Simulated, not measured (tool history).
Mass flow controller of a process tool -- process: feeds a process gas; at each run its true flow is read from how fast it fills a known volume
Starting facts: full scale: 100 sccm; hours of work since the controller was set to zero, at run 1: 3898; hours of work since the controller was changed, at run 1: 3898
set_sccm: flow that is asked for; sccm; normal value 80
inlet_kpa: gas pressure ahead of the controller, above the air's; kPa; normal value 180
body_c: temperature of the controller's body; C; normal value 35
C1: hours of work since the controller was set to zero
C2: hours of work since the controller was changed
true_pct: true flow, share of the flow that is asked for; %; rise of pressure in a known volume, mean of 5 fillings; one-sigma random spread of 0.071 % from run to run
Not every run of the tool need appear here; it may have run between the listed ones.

{"run": 1, "hour": 0.0, "set_sccm": 80, "inlet_kpa": 180, "body_c": 35, "C1": 3898, "C2": 3898, "true_pct": 100.23}
{"run": 2, "hour": 251.1, "set_sccm": 80, "inlet_kpa": 180, "body_c": 25, "C1": 4039, "C2": 4039, "true_pct": 99.75}
{"run": 3, "hour": 452.3, "set_sccm": 80, "inlet_kpa": 234, "body_c": 35, "C1": 4151, "C2": 4151, "true_pct": 99.92}
{"run": 4, "hour": 737.6, "set_sccm": 80, "inlet_kpa": 234, "body_c": 35, "C1": 4311, "C2": 4311, "true_pct": 99.88}
{"run": 5, "hour": 959.1, "set_sccm": 80, "inlet_kpa": 234, "body_c": 35, "C1": 4435, "C2": 4435, "true_pct": 99.78}
{"run": 6, "hour": 1316.7, "set_sccm": 80, "inlet_kpa": 234, "body_c": 35, "C1": 4635, "C2": 4635, "true_pct": 99.96}
{"run": 7, "hour": 1586.1, "set_sccm": 80, "inlet_kpa": 234, "body_c": 35, "C1": 4786, "C2": 4786, "true_pct": 99.86}
{"run": 8, "hour": 1945.7, "set_sccm": 80, "inlet_kpa": 234, "body_c": 35, "C1": 4987, "C2": 4987, "true_pct": 99.82}
{"run": 9, "hour": 2140.1, "set_sccm": 80, "inlet_kpa": 180, "body_c": 35, "C1": 5096, "C2": 5096, "true_pct": 100.21}
{"run": 10, "hour": 2482.1, "set_sccm": 80, "inlet_kpa": 180, "body_c": 35, "C1": 5287, "C2": 5287, "true_pct": 99.99}
{"run": 11, "hour": 2718.2, "set_sccm": 80, "inlet_kpa": 180, "body_c": 35, "C1": 5420, "C2": 5420, "true_pct": 100.15}
{"run": 12, "hour": 3051.9, "set_sccm": 80, "inlet_kpa": 180, "body_c": 35, "C1": 5606, "C2": 5606, "true_pct": 100.13}
{"hour": 3143.2, "done": "controller's zero set anew"}
{"run": 13, "hour": 3298.8, "set_sccm": 80, "inlet_kpa": 180, "body_c": 35, "C1": 87, "C2": 5744, "true_pct": 101.21}
{"run": 14, "hour": 3610.7, "set_sccm": 80, "inlet_kpa": 180, "body_c": 35, "C1": 262, "C2": 5919, "true_pct": 101.1}
{"run": 15, "hour": 3833.4, "set_sccm": 80, "inlet_kpa": 180, "body_c": 35, "C1": 386, "C2": 6043, "true_pct": 101.19}
{"run": 16, "hour": 4208.8, "set_sccm": 77, "inlet_kpa": 263, "body_c": 39, "C1": 597, "C2": 6254, "true_pct": 100.98}
{"run": 17, "hour": 4403.5, "set_sccm": 18, "inlet_kpa": 263, "body_c": 27, "C1": 705, "C2": 6363, "true_pct": 109.99}
{"run": 18, "hour": 4636.5, "set_sccm": 62, "inlet_kpa": 210, "body_c": 37, "C1": 836, "C2": 6493, "true_pct": 101.98}
{"run": 19, "hour": 4813.8, "set_sccm": 18, "inlet_kpa": 190, "body_c": 35, "C1": 935, "C2": 6592, "true_pct": 110.76}
{"run": 20, "hour": 5070.6, "set_sccm": 18, "inlet_kpa": 153, "body_c": 24, "C1": 1079, "C2": 6736, "true_pct": 110.64}
{"hour": 5166.4, "done": "controller's zero set anew, once more"}
{"run": 21, "hour": 5298.7, "set_sccm": 18, "inlet_kpa": 153, "body_c": 24, "C1": 74, "C2": 6863, "true_pct": 97.6}
{"run": 22, "hour": 5544.0, "set_sccm": 80, "inlet_kpa": 186, "body_c": 35, "C1": 211, "C2": 7001, "true_pct": 98.3}
{"run": 23, "hour": 5756.1, "set_sccm": 48, "inlet_kpa": 253, "body_c": 34, "C1": 330, "C2": 7120, "true_pct": 97.67}
{"run": 24, "hour": 6062.5, "set_sccm": 14, "inlet_kpa": 194, "body_c": 38, "C1": 502, "C2": 7291, "true_pct": 98.51}
{"run": 25, "hour": 6235.3, "set_sccm": 14, "inlet_kpa": 202, "body_c": 38, "C1": 598, "C2": 7388, "true_pct": 98.72}
{"run": 26, "hour": 6419.1, "set_sccm": 14, "inlet_kpa": 202, "body_c": 28, "C1": 701, "C2": 7491, "true_pct": 98.35}
{"run": 27, "hour": 6813.6, "set_sccm": 42, "inlet_kpa": 149, "body_c": 33, "C1": 922, "C2": 7711, "true_pct": 98.15}
{"run": 28, "hour": 7217.4, "set_sccm": 47, "inlet_kpa": 148, "body_c": 22, "C1": 1148, "C2": 7937, "true_pct": 97.88}
{"run": 29, "hour": 7615.3, "set_sccm": 52, "inlet_kpa": 247, "body_c": 22, "C1": 1371, "C2": 8160, "true_pct": 97.5}
{"run": 30, "hour": 7926.1, "set_sccm": 31, "inlet_kpa": 170, "body_c": 22, "C1": 1545, "C2": 8334, "true_pct": 98.11}

For each entry between runs, how does the tool's hidden state at the last listed run before it compare with that at the first listed run after it?
Run 12 -> run 13: controller's zero set anew (hour 3143.2)
  flow at rest that the sensor doesn't see, % of full scale: 1.248 -> 2.142; true flow over the shown one, %: -1.78 -> -1.82
  what was measured, less what the result would be without the hidden state, true_pct: -0.22 -> +0.86 %
Run 20 -> run 21: controller's zero set anew, once more (hour 5166.4)
  flow at rest that the sensor doesn't see, % of full scale: 2.365 -> 0.019; true flow over the shown one, %: -2.11 -> -2.15
  what was measured, less what the result would be without the hidden state, true_pct: +11.02 -> -2.04 %
